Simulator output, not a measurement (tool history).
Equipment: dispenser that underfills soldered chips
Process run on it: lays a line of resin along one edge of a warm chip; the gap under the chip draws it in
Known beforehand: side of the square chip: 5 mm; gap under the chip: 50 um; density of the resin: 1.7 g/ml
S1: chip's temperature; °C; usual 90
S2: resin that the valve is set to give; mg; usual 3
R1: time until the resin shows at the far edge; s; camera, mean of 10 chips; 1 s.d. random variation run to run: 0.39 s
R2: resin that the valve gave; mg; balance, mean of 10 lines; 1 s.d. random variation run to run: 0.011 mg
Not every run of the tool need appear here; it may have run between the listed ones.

run   hour   S1    S2    R1    R2
  1      0   90     3  25.8  2.93
  2    4.5   90     3  30.9  2.92
  3    9.9   90     3  37.4   2.9
  4   12.5   90     3  42.1  2.92
  5   16.6   90     3  48.1  2.93
      18.2  -- new syringe of resin
  6   20.1   98     3  18.4   2.9
  7   25.1   98     3  22.9  2.93
  8   29.3   98     3  26.6  2.93
  9   35.1   98     3  34.4  2.88
      37.6  -- new syringe of resin
 10   40.3   98     3  19.3  2.89
 11     44   98     3  23.8   2.9
 12   48.4   98     3  27.6   2.9
 13   52.8   98     3  32.3  2.88
 14   55.8   90  2.54  51.4  2.43
      57.1  -- new syringe of resin
 15   60.3   90  2.54  28.9  2.45
 16   65.9   90  2.54  35.7  2.44
 17   70.4   90  2.54  43.4  2.44
 18   74.8   90     3  48.5  2.88
      76.4  -- new syringe of resin
 19   80.2   91     3  27.3  2.88
 20   84.9   90  3.24  32.8  3.08
 21   89.9   90  3.24  39.5  3.09
 22   93.5   77  2.88  81.9  2.75
      95.7  -- new syringe of resin
 23   98.1   75  3.32  48.7  3.16
 24  102.8   75  3.32    58  3.16
 25  105.7  101   2.5  25.1  2.36
 26  108.8   85  3.45    47  3.29
 27  112.8   85  3.45  56.1  3.27
     115.1  -- new syringe of resin
 28  117.4   91  2.93  25.3  2.77
 29  123.5   93  3.33  28.5  3.16
 30  129.3   93  3.33  35.7  3.15
 31  131.9   93  3.33  40.2  3.15
     134.7  -- new syringe of resin
     137.6  -- dispensing valve cleaned and set on the balance
 32    138   93  3.33  23.3  3.34
 33  142.4   93  3.33  26.7  3.34
 34  146.8   81  2.66  55.7  2.64
 35  151.4   82  2.81  62.3  2.79
       155  -- new syringe of resin
 36  156.2   82  2.81  34.8  2.79

3 options for the next run, each taken on its own from the tool as it stands now. Forecast them:
  A  160.2  82  2.82   ?   ?
  B  160.2  95  3.84   ?   ?
  C  160.2  97  3.41   ?   ?

run    R1    R2
  A  41.2   2.8
  B  23.7  3.81
  C  21.8   3.4
Without the tool's unlogged condition, the same runs would have read:
run    R1    R2
  A  35.7  2.82
  B  20.6  3.84
  C  18.8  3.42
